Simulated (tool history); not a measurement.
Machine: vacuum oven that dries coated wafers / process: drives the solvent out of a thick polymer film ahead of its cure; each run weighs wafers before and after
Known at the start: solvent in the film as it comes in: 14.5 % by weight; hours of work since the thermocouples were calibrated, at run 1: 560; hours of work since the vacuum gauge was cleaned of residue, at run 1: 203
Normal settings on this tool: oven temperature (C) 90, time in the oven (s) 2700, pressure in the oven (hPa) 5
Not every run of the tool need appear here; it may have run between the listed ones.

| run | hour | oven temperature (C) | time in the oven (s) | pressure in the oven (hPa) | hours of work since the thermocouples were calibrated | hours of work since the vacuum gauge was cleaned of residue | solvent left in the film (%) |
|---|---|---|---|---|---|---|---|
| 1 | 0 | 90 | 2700 | 5 | 560 | 203 | 1.57 |
| 2 | 24.6 | 90 | 2700 | 5 | 572 | 215 | 1.57 |
| 3 | 44.7 | 90 | 2700 | 5 | 582 | 225 | 1.58 |
| 4 | 73.8 | 90 | 2700 | 5 | 596 | 239 | 1.58 |
|  | 77.3 | oven's thermocouples calibrated |
| 5 | 107 | 90 | 2700 | 5 | 15 | 254 | 1.59 |
| 6 | 137.7 | 90 | 2700 | 5 | 30 | 269 | 1.54 |
|  | 167.7 | oven's thermocouples calibrated, once more |
| 7 | 169.8 | 90 | 2700 | 5 | 1 | 284 | 1.59 |
| 8 | 196.6 | 99 | 1380 | 9.88 | 14 | 297 | 2.7 |
| 9 | 224.3 | 103 | 4680 | 7.66 | 28 | 311 | 0.35 |
| 10 | 252.8 | 89 | 4800 | 9.64 | 42 | 325 | 0.95 |
| 11 | 269.9 | 89 | 1800 | 5.16 | 50 | 333 | 3.1 |
| 12 | 298.7 | 93 | 3900 | 11.5 | 64 | 347 | 1.03 |

3 options for the next run, each taken on its own from the tool as it stands now. Forecast them:
| A | 321 | 77 | 2700 | 16.22 | 75 | 358 | ? |
| B | 321 | 80 | 4080 | 5 | 75 | 358 | ? |
| C | 321 | 90 | 2700 | 4.89 | 75 | 358 | ? |

| run | solvent left in the film (%) |
|---|---|
| A | 4.56 |
| B | 1.7 |
| C | 1.6 |
With the hidden condition removed and each run's random variation left untouched, the same runs would have given:
| run | solvent left in the film (%) |
|---|---|
| A | 4.51 |
| B | 1.65 |
| C | 1.57 |

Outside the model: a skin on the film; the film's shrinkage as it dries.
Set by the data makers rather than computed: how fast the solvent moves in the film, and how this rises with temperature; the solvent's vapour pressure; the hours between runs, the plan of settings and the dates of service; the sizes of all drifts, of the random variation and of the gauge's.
